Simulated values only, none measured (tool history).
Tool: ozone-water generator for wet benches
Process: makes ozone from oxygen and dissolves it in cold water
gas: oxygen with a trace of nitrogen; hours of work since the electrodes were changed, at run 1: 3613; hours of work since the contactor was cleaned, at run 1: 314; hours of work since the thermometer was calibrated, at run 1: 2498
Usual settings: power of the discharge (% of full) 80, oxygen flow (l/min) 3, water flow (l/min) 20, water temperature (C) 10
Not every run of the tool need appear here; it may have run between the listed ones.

run    hour  power of the discharge (% of full)  oxygen flow (l/min)  water flow (l/min)  water temperature (C)  hours of work since the electrodes were changed  hours of work since the contactor was cleaned  hours of work since the thermometer was calibrated  dissolved ozone (ppm)  ozone in the gas ahead of the water (g/m3)
  1       0                                  80                    3                  20                     10                                             3613                                            314                                                2498                   20.7                                         292
  2   121.2                                  80                    3                  20                     10                                             3709                                            409                                                2594                   20.6                                       291.4
  3   171.2                                  80                    3                  20                     10                                             3748                                            449                                                2634                   20.1                                       292.2
  4   264.1                                  80                    3                  20                     10                                             3822                                            522                                                2707                   20.3                                       293.3
  5     332                                  80                    3                  15                     10                                             3875                                            576                                                2761                     28                                       289.6
  6   408.4                                  80                    3                  15                     10                                             3936                                            636                                                2821                   27.8                                       290.5
  7   488.1                                  80                    3                  20                     10                                             3999                                            699                                                2884                   20.4                                       289.7
      547.5  -- water thermometer calibrated
  8   564.7                                  80                    3                  20                     10                                             4059                                            759                                                  14                   20.3                                       290.9
  9   617.1                                  80                    3                  20                      5                                             4100                                            801                                                  55                   21.2                                       290.6
 10     720                                  47                    3                  20                      5                                             4181                                            882                                                 136                   12.9                                       179.1
 11   807.7                                  47                    3                  20                      5                                             4251                                            951                                                 205                   12.8                                       177.6
 12   920.7                                  80                    3                  20                      8                                             4340                                           1040                                                 295                   20.7                                         295
 13  1005.4                                  80                    3                  20                      8                                             4407                                           1107                                                 362                   20.9                                       293.2
 14  1080.1                                  80                    3                  20                      8                                             4466                                           1166                                                 421                   20.9                                       293.9
 15  1193.4                                  80                    3                  20                      8                                             4555                                           1256                                                 510                   20.9                                       296.3
 16  1246.5                                  80                    3                  20                      8                                             4597                                           1298                                                 552                   20.7                                       295.1
 17  1332.5                                  80                    3                  20                      8                                             4665                                           1365                                                 620                   20.7                                       292.5
 18  1389.8                                  98                    3                  17                     10                                             4710                                           1411                                                 665                   29.6                                       356.3
 19  1445.7                                  89                 1.57                  20                     10                                             4754                                           1455                                                 709                   17.3                                       417.9
 20  1508.4                                  89                 1.57                  20                     10                                             4804                                           1504                                                 759                   17.2                                       416.6
 21  1590.8                                  61                    3                  20                     10                                             4869                                           1569                                                 824                   15.8                                       230.9
 22  1652.6                                  61                    3                  20                     10                                             4918                                           1618                                                 873                   15.7                                       231.2
 23  1743.7                                  80                    3                  12                     15                                             4990                                           1690                                                 944                   32.6                                       297.1
 24    1803                                  72                    3                  12                     10                                             5036                                           1737                                                 991                   30.9                                       267.3
 25  1903.7                                  80                    3                  20                      9                                             5116                                           1816                                                1071                   20.7                                       297.4
 26  2022.2                                  80                    3                  20                      9                                             5210                                           1910                                                1164                   20.4                                       296.4
 27  2114.4                                  91                 2.61                  22                      9                                             5282                                           1983                                                1237                   19.7                                       350.7
 28  2200.1                                  91                 2.61                  22                      9                                             5350                                           2050                                                1305                   19.9                                       353.6
 29  2310.5                                  80                 2.98                  28                     11                                             5437                                           2138                                                1392                   13.7                                       297.3
 30  2372.5                                  80                 2.98                  28                     11                                             5486                                           2187                                                1441                   13.8                                       300.4
 31  2429.2                                  52                    3                  20                      5                                             5531                                           2231                                                1486                   14.2                                       197.1
 32  2536.1                                  80                 2.43                  19                      5                                             5615                                           2316                                                1570                   20.5                                       324.3

Each row is a separate what-if for the run after 32, all from the same tool condition, not one after another. Results?
  A  2610.4                                  80                 2.43                  19                     14                                             5674                                           2374                                                1629                      ?                                           ?
  B  2610.4                                  80                    3                  20                      8                                             5674                                           2374                                                1629                      ?                                           ?
  C  2610.4                                  80                 2.43                  22                      8                                             5674                                           2374                                                1629                      ?                                           ?
  D  2610.4                                  47                  2.7                  20                     10                                             5674                                           2374                                                1629                      ?                                           ?
  E  2610.4                                  80                 4.27                  20                     10                                             5674                                           2374                                                1629                      ?                                           ?

run  dissolved ozone (ppm)  ozone in the gas ahead of the water (g/m3)
  A                   19.6                                       322.8
  B                   20.6                                       297.9
  C                     17                                       322.1
  D                   11.8                                       188.6
  E                   22.7                                         261
With the hidden condition removed and each run's random variation left untouched, the same runs would have given:
run  dissolved ozone (ppm)  ozone in the gas ahead of the water (g/m3)
  A                   19.6                                       315.6
  B                   20.7                                       291.2
  C                     17                                       314.9
  D                   11.9                                       184.1
  E                   22.8                                       255.1

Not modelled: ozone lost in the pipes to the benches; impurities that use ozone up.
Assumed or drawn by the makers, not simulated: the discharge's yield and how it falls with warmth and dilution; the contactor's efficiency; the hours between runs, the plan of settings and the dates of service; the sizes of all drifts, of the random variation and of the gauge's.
